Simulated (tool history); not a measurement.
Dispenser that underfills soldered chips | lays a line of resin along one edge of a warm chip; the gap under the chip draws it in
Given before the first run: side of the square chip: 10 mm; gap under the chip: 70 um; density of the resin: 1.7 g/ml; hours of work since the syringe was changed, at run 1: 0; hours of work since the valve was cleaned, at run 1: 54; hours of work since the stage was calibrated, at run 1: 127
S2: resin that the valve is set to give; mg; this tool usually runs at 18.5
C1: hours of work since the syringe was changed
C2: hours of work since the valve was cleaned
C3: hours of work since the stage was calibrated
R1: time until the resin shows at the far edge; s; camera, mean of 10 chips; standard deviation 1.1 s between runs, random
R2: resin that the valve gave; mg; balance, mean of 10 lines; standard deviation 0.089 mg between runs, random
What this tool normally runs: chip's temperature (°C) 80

Run 1, hour 0: usual settings; C1 0; C2 54; C3 127. Result: R1 106 s, R2 17.8 mg.
Run 2, hour 4.1: usual settings; C1 3; C2 56; C3 129. Result: R1 128.1 s, R2 17.92 mg.
At hour 8.4: new syringe of resin.
Run 3, hour 8.7: usual settings but S2 24 mg; C1 0; C2 59; C3 132. Result: R1 105.1 s, R2 23.04 mg.
Run 4, hour 14.3: usual settings; C1 4; C2 63; C3 135. Result: R1 140.7 s, R2 17.67 mg.
At hour 16.8: new syringe of resin.
Run 5, hour 17.1: usual settings but S2 19.6 mg; C1 0; C2 64; C3 137. Result: R1 105 s, R2 18.8 mg.
Run 6, hour 21.1: usual settings but S2 20.5 mg; C1 3; C2 67; C3 140. Result: R1 125.5 s, R2 19.66 mg.
Run 7, hour 23.8: usual settings but S2 20.5 mg; C1 4; C2 68; C3 141. Result: R1 144.2 s, R2 19.47 mg.
At hour 25.3: new syringe of resin.
Run 8, hour 29.1: usual settings; C1 2; C2 72; C3 144. Result: R1 126.4 s, R2 17.65 mg.
At hour 34: new syringe of resin.
Run 9, hour 34.8: usual settings but chip's temperature (°C) 79, S2 21.9 mg; C1 1; C2 75; C3 148. Result: R1 110.1 s, R2 20.94 mg.
Run 10, hour 40.3: usual settings but chip's temperature (°C) 88, S2 22.8 mg; C1 4; C2 79; C3 151. Result: R1 101.5 s, R2 21.65 mg.
At hour 42.6: new syringe of resin.
Run 11, hour 46.5: usual settings but chip's temperature (°C) 79; C1 2; C2 82; C3 155. Result: R1 129.8 s, R2 17.57 mg.
At hour 51.1: new syringe of resin.
Run 12, hour 52.6: usual settings but chip's temperature (°C) 84, S2 23 mg; C1 1; C2 86; C3 159. Result: R1 93.2 s, R2 21.74 mg.
Run 13, hour 58.2: usual settings but chip's temperature (°C) 84, S2 23 mg; C1 4; C2 89; C3 162. Result: R1 120.7 s, R2 21.6 mg.
At hour 59.8: new syringe of resin.
Run 14, hour 61.3: usual settings but chip's temperature (°C) 93, S2 21.1 mg; C1 1; C2 91; C3 164. Result: R1 67.2 s, R2 19.86 mg.
Run 15, hour 66: usual settings but chip's temperature (°C) 82; C1 4; C2 94; C3 167. Result: R1 132.3 s, R2 17.36 mg.
At hour 68.3: new syringe of resin.
Run 16, hour 68.9: usual settings but chip's temperature (°C) 76, S2 18.4 mg; C1 0; C2 96; C3 169. Result: R1 126.9 s, R2 17.2 mg.

Describe how what the log doesn't record of the tool's condition differs between the last listed run preceding each entry between runs and the first listed run following it.
Between runs 2 and 3: new syringe of resin (hour 8.4)
  resin's viscosity, % of fresh resin's: 122.5 -> 102.1; dose that the valve gives, % of what is set: 96.31 -> 96.13; true chip temperature over the reading, C: 0.54 -> 0.55
  the result without the hidden state subtracted from the measured one, R1: +21.9 -> +0 s; R2: -0.69 -> -0.92 mg
Between runs 4 and 5: new syringe of resin (hour 16.8)
  resin's viscosity, % of fresh resin's: 133.6 -> 100.2; dose that the valve gives, % of what is set: 95.9 -> 95.79; true chip temperature over the reading, C: 0.56 -> 0.57
  the result without the hidden state subtracted from the measured one, R1: +33.7 -> -1.7 s; R2: -0.76 -> -0.83 mg
Between runs 7 and 8: new syringe of resin (hour 25.3)
  resin's viscosity, % of fresh resin's: 138.9 -> 120; dose that the valve gives, % of what is set: 95.51 -> 95.32; true chip temperature over the reading, C: 0.58 -> 0.59
  the result without the hidden state subtracted from the measured one, R1: +38.4 -> +19.4 s; R2: -0.92 -> -0.87 mg
Between runs 8 and 9: new syringe of resin (hour 34)
  resin's viscosity, % of fresh resin's: 120 -> 103.9; dose that the valve gives, % of what is set: 95.32 -> 95.09; true chip temperature over the reading, C: 0.59 -> 0.61
  the result without the hidden state subtracted from the measured one, R1: +19.4 -> +1.9 s; R2: -0.87 -> -1.09 mg
Between runs 10 and 11: new syringe of resin (hour 42.6)
  resin's viscosity, % of fresh resin's: 135.8 -> 118.3; dose that the valve gives, % of what is set: 94.84 -> 94.59; true chip temperature over the reading, C: 0.62 -> 0.63
  the result without the hidden state subtracted from the measured one, R1: +25 -> +18.2 s; R2: -1.18 -> -1.01 mg
Between runs 11 and 12: new syringe of resin (hour 51.1)
  resin's viscosity, % of fresh resin's: 118.3 -> 107.2; dose that the valve gives, % of what is set: 94.59 -> 94.36; true chip temperature over the reading, C: 0.63 -> 0.64
  the result without the hidden state subtracted from the measured one, R1: +18.2 -> +4.3 s; R2: -1.01 -> -1.3 mg
Between runs 13 and 14: new syringe of resin (hour 59.8)
  resin's viscosity, % of fresh resin's: 140.1 -> 107.2; dose that the valve gives, % of what is set: 94.14 -> 94.03
  the result without the hidden state subtracted from the measured one, R1: +32.6 -> +3.3 s; R2: -1.34 -> -1.26 mg
Between runs 15 and 16: new syringe of resin (hour 68.3)
  resin's viscosity, % of fresh resin's: 134.6 -> 103.3; dose that the valve gives, % of what is set: 93.83 -> 93.72; true chip temperature over the reading, C: 0.67 -> 0.68
  the result without the hidden state subtracted from the measured one, R1: +32.4 -> +1.9 s; R2: -1.14 -> -1.16 mg

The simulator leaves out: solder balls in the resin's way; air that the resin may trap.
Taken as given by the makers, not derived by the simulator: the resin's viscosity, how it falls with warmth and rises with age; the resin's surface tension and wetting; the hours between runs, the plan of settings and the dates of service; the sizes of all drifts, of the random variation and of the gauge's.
